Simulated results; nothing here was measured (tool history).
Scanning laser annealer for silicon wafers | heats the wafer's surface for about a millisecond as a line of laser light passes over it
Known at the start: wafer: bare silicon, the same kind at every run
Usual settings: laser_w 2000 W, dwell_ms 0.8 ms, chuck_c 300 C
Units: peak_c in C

run	hour	laser_w	dwell_ms	chuck_c	peak_c
1	0	2000	0.8	300	1107
2	9.5	2000	0.8	288	1093
3	23.7	2000	0.8	300	1105
4	39.4	2000	0.8	300	1113
5	49.7	2000	0.8	300	1115
6	68.2	2000	0.8	300	1115
7	81.4	2000	0.8	300	1114
8	90.7	2000	0.632	300	1032
9	106.5	2000	0.632	300	1035
10	116.1	2000	0.632	300	1034
11	133.5	2000	0.632	300	1032
12	152	2000	0.632	300	1031
13	173.4	1869	0.632	300	985
14	182.6	1869	0.632	300	985
15	199.6	1837	0.632	284	956
16	216.7	2034	0.777	300	1114
17	238.7	2034	0.777	300	1116
18	257.5	2034	0.777	300	1110
19	269.2	2167	0.8	300	1176
20	291.5	1843	0.8	277	1019
21	307.7	2167	0.613	328	1106
22	328.6	2167	0.613	328	1109
23	350.2	2167	0.613	328	1108

Taken out of this log: 1 entry between the listed runs. Where each belongs, and how the hidden state differs across it:
Between runs 3 and 4: optics aligned, line set to its width (hour 38.2)
  light that passes the window, % of a clean one's: 99.14 -> 99.12; width of the line over the set one, %: 2.17 -> 0.19
  measured less the result without the state, peak_c: -17 -> -8 C

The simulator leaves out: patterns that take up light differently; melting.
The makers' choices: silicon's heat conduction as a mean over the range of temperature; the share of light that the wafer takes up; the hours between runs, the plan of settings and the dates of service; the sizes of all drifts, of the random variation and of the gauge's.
